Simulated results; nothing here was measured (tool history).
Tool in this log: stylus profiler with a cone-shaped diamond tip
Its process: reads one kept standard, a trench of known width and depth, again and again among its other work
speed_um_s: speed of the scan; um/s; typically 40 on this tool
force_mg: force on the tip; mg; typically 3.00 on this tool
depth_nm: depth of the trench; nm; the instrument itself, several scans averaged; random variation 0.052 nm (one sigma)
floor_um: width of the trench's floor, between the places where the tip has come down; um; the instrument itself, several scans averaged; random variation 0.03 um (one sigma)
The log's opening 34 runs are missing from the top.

Run 35, hour 472.4: usual settings but speed_um_s 137 um/s, force_mg 7.04 mg. Result: depth_nm 204.69 nm, floor_um 46.42 um.
Run 36, hour 489.4: usual settings but speed_um_s 22 um/s, force_mg 3.97 mg. Result: depth_nm 203.07 nm, floor_um 46.83 um.
Run 37, hour 501.3: usual settings but speed_um_s 50 um/s, force_mg 2.70 mg. Result: depth_nm 202.30 nm, floor_um 46.62 um.
Run 38, hour 514.9: usual settings but speed_um_s 30 um/s, force_mg 1.70 mg. Result: depth_nm 201.71 nm, floor_um 46.63 um.
Run 39, hour 529.9: usual settings but speed_um_s 30 um/s, force_mg 1.70 mg. Result: depth_nm 201.48 nm, floor_um 46.67 um.
Run 40, hour 538.2: usual settings but speed_um_s 30 um/s, force_mg 1.70 mg. Result: depth_nm 201.64 nm, floor_um 46.69 um.
Run 41, hour 545.9: usual settings but speed_um_s 52 um/s, force_mg 2.33 mg. Result: depth_nm 202.11 nm, floor_um 46.63 um.
Run 42, hour 564.3: usual settings but speed_um_s 46 um/s, force_mg 2.57 mg. Result: depth_nm 202.17 nm, floor_um 46.63 um.
Run 43, hour 577.1: usual settings but speed_um_s 36 um/s, force_mg 1.90 mg. Result: depth_nm 201.69 nm, floor_um 46.64 um.
Run 44, hour 590.9: usual settings but force_mg 3.54 mg. Result: depth_nm 202.87 nm, floor_um 46.70 um.
Run 45, hour 606.3: usual settings but force_mg 3.54 mg. Result: depth_nm 202.82 nm, floor_um 46.69 um.

Forecast run 46:
Run 46, hour 615.9: usual settings but speed_um_s 11 um/s, force_mg 6.65 mg. Result: depth_nm ?, floor_um ?.

Run 46 gave depth_nm 204.44 nm, floor_um 46.85 um.
On a tool with no hidden condition, and with the same random variation, this run would have come out at depth_nm 204.83 nm, floor_um 47.15 um.
